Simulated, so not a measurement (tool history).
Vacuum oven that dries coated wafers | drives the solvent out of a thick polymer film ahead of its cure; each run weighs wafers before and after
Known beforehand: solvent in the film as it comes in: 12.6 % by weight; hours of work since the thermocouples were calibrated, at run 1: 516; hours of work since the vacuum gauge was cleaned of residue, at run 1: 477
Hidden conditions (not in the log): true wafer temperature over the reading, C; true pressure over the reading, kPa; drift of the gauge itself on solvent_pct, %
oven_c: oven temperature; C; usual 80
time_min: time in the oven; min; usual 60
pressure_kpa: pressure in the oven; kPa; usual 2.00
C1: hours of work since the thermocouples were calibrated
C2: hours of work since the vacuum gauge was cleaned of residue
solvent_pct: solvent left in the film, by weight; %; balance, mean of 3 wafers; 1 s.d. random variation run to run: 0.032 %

run 1 hour=0.0 | oven_c=80 time_min=60 pressure_kpa=2.00 | C1=516 C2=477 | solvent_pct=1.83
run 2 hour=22.5 | oven_c=80 time_min=99 pressure_kpa=2.00 | C1=528 C2=490 | solvent_pct=1.15
run 3 hour=36.3 | oven_c=80 time_min=99 pressure_kpa=2.00 | C1=536 C2=498 | solvent_pct=1.16
run 4 hour=49.7 | oven_c=80 time_min=99 pressure_kpa=2.00 | C1=544 C2=506 | solvent_pct=1.16
run 5 hour=61.4 | oven_c=80 time_min=99 pressure_kpa=2.00 | C1=551 C2=512 | solvent_pct=1.16
run 6 hour=75.2 | oven_c=80 time_min=99 pressure_kpa=7.38 | C1=558 C2=520 | solvent_pct=3.87
run 7 hour=86.5 | oven_c=80 time_min=99 pressure_kpa=7.38 | C1=565 C2=526 | solvent_pct=3.90
run 8 hour=108.7 | oven_c=80 time_min=99 pressure_kpa=7.38 | C1=577 C2=539 | solvent_pct=3.82
run 9 hour=133.3 | oven_c=80 time_min=99 pressure_kpa=7.38 | C1=591 C2=553 | solvent_pct=3.86
run 10 hour=156.0 | oven_c=80 time_min=99 pressure_kpa=7.38 | C1=604 C2=566 | solvent_pct=3.82
run 11 hour=173.5 | oven_c=80 time_min=50 pressure_kpa=7.39 | C1=614 C2=576 | solvent_pct=4.78
run 12 hour=196.3 | oven_c=89 time_min=60 pressure_kpa=3.67 | C1=627 C2=589 | solvent_pct=1.47
run 13 hour=219.4 | oven_c=80 time_min=84 pressure_kpa=2.00 | C1=640 C2=602 | solvent_pct=1.35
run 14 hour=236.7 | oven_c=80 time_min=49 pressure_kpa=2.00 | C1=650 C2=612 | solvent_pct=2.32
run 15 hour=258.4 | oven_c=80 time_min=49 pressure_kpa=2.00 | C1=662 C2=624 | solvent_pct=2.26
run 16 hour=274.3 | oven_c=80 time_min=49 pressure_kpa=2.00 | C1=672 C2=633 | solvent_pct=2.31
run 17 hour=289.2 | oven_c=80 time_min=49 pressure_kpa=2.00 | C1=680 C2=642 | solvent_pct=2.28
run 18 hour=312.0 | oven_c=76 time_min=60 pressure_kpa=1.02 | C1=693 C2=655 | solvent_pct=1.95

Here are 5 independent what-if runs from the current tool condition. What would each one return?
run A hour=332.0 | oven_c=76 time_min=73 pressure_kpa=5.53 | C1=704 C2=666 | solvent_pct=?
run B hour=332.0 | oven_c=80 time_min=55 pressure_kpa=1.25 | C1=704 C2=666 | solvent_pct=?
run C hour=332.0 | oven_c=66 time_min=39 pressure_kpa=5.84 | C1=704 C2=666 | solvent_pct=?
run D hour=332.0 | oven_c=80 time_min=60 pressure_kpa=5.44 | C1=704 C2=666 | solvent_pct=?
run E hour=332.0 | oven_c=74 time_min=34 pressure_kpa=2.00 | C1=704 C2=666 | solvent_pct=?

run=A solvent_pct=3.96
run=B solvent_pct=1.63
run=C solvent_pct=8.08
run=D solvent_pct=3.47
run=E solvent_pct=4.72
With the hidden condition removed and each run's random variation left untouched, the same runs would have given:
run=A solvent_pct=3.98
run=B solvent_pct=1.64
run=C solvent_pct=8.10
run=D solvent_pct=3.49
run=E solvent_pct=4.74

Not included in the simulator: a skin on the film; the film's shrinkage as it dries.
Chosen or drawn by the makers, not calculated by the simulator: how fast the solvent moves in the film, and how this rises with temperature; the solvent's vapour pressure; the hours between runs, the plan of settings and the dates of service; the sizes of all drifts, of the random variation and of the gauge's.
